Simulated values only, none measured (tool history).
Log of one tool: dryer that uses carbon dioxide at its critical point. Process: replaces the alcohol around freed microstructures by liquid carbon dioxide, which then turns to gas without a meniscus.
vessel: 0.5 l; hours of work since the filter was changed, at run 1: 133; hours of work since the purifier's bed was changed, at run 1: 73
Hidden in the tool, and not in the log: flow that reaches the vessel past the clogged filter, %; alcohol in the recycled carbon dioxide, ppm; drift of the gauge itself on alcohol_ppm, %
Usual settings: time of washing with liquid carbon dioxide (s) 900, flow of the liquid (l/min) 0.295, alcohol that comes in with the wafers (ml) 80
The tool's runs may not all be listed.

run	hour	time of washing with liquid carbon dioxide (s)	flow of the liquid (l/min)	alcohol that comes in with the wafers (ml)	hours of work since the filter was changed	hours of work since the purifier's bed was changed	alcohol left in the vessel before it's heated (ppm by volume)
1	0.0	900	0.295	80	133	73	338
2	26.9	900	0.295	80	150	90	337
3	60.9	900	0.295	80	171	111	354
4	90.9	900	0.295	80	190	130	360
5	111.8	900	0.182	80	203	143	3282
6	144.3	900	0.182	80	223	164	3295
7	181.3	900	0.182	28	247	187	1178
8	212.6	900	0.182	28	266	206	1204
9	236.6	900	0.295	52	281	221	264
10	260.1	900	0.246	52	296	236	674
11	297.0	900	0.246	52	319	259	678
12	326.2	900	0.246	52	337	278	676
13	350.8	900	0.246	52	353	293	702
14	388.8	900	0.295	80	377	317	431
15	407.3	900	0.295	80	388	329	442
16	446.1	900	0.295	80	413	353	444
17	469.9	900	0.295	61	428	368	356
18	492.9	900	0.210	61	442	382	1703
19	510.5	900	0.210	61	453	393	1713
20	527.5	900	0.210	61	464	404	1726
21	550.8	900	0.210	61	478	419	1679
22	583.3	900	0.210	61	499	439	1722
23	607.6	840	0.210	61	514	454	2368
# hour 626.5: inlet filter changed
24	634.4	900	0.259	80	5	470	643
25	659.9	540	0.354	55	21	486	1242
26	677.4	900	0.417	42	32	497	65
27	699.2	1020	0.441	73	46	511	53
28	726.5	1020	0.441	73	63	528	58
29	758.2	1020	0.441	73	83	548	53
30	775.3	540	0.354	48	93	559	1162
# hour 807.0: purifier's bed changed
31	807.0	540	0.354	48	111	0	1172
32	844.2	540	0.354	48	135	23	1158
33	861.2	600	0.207	27	145	34	2780
34	878.5	660	0.413	31	156	45	128
35	902.1	900	0.188	113	171	60	3964
36	940.6	900	0.188	113	195	84	4000
37	978.7	900	0.228	113	219	108	1863
38	999.2	900	0.228	113	232	121	1863
39	1026.7	900	0.217	80	249	138	1620
40	1061.4	720	0.217	31	271	160	1616
41	1085.8	720	0.217	31	286	175	1698
42	1103.9	720	0.217	31	298	186	1639
43	1123.2	840	0.295	70	310	198	507
44	1159.7	780	0.240	21	333	221	593

Forecast run 45:
45	1195.1	780	0.240	21	355	243	?

alcohol left in the vessel before it's heated (ppm by volume): 586
Without the tool's hidden state the same run would have given alcohol left in the vessel before it's heated (ppm by volume) 452.

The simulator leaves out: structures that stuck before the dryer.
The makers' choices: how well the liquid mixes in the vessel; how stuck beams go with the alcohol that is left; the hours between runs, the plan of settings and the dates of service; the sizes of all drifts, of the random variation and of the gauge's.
